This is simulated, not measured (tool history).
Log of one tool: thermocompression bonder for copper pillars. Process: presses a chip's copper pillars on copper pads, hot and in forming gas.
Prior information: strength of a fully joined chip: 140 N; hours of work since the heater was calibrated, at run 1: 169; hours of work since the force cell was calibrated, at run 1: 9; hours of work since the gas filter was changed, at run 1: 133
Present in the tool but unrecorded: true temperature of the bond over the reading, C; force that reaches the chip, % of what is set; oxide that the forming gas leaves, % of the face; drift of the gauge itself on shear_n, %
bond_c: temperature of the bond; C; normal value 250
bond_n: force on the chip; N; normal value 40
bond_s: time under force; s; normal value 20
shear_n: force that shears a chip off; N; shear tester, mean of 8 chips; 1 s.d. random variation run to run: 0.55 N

| run | day | bond_c | bond_n | bond_s | hours of work since the heater was calibrated | hours of work since the force cell was calibrated | hours of work since the gas filter was changed | shear_n |
|---|---|---|---|---|---|---|---|---|
| 1 | 0.000 | 250 | 40 | 20 | 169 | 9 | 133 | 66.0 |
| 2 | 1.975 | 250 | 24 | 20 | 191 | 30 | 155 | 45.8 |
| 3 | 4.154 | 250 | 24 | 20 | 215 | 54 | 179 | 45.0 |
| 4 | 5.408 | 221 | 40 | 20 | 228 | 68 | 192 | 40.2 |
|  | 5.642 | force cell calibrated |
| 5 | 7.542 | 250 | 40 | 57 | 251 | 21 | 215 | 90.6 |
|  | 9.142 | force cell calibrated, once more |
| 6 | 9.238 | 250 | 40 | 57 | 269 | 1 | 233 | 89.2 |
| 7 | 10.896 | 250 | 40 | 57 | 287 | 19 | 251 | 89.2 |
| 8 | 11.967 | 238 | 26 | 37 | 298 | 31 | 263 | 49.1 |
| 9 | 12.925 | 249 | 40 | 36 | 309 | 41 | 273 | 79.0 |
| 10 | 14.188 | 275 | 45 | 13 | 323 | 55 | 287 | 82.4 |
| 11 | 15.517 | 275 | 31 | 15 | 337 | 70 | 301 | 69.0 |

Run 12 is up next; what results do you expect?
| 12 | 16.762 | 250 | 53 | 48 | 351 | 83 | 315 | ? |

shear_n: 97.2 N
If the tool had no hidden condition, the same run with the same run-to-run variation would have returned shear_n 104.3 N.

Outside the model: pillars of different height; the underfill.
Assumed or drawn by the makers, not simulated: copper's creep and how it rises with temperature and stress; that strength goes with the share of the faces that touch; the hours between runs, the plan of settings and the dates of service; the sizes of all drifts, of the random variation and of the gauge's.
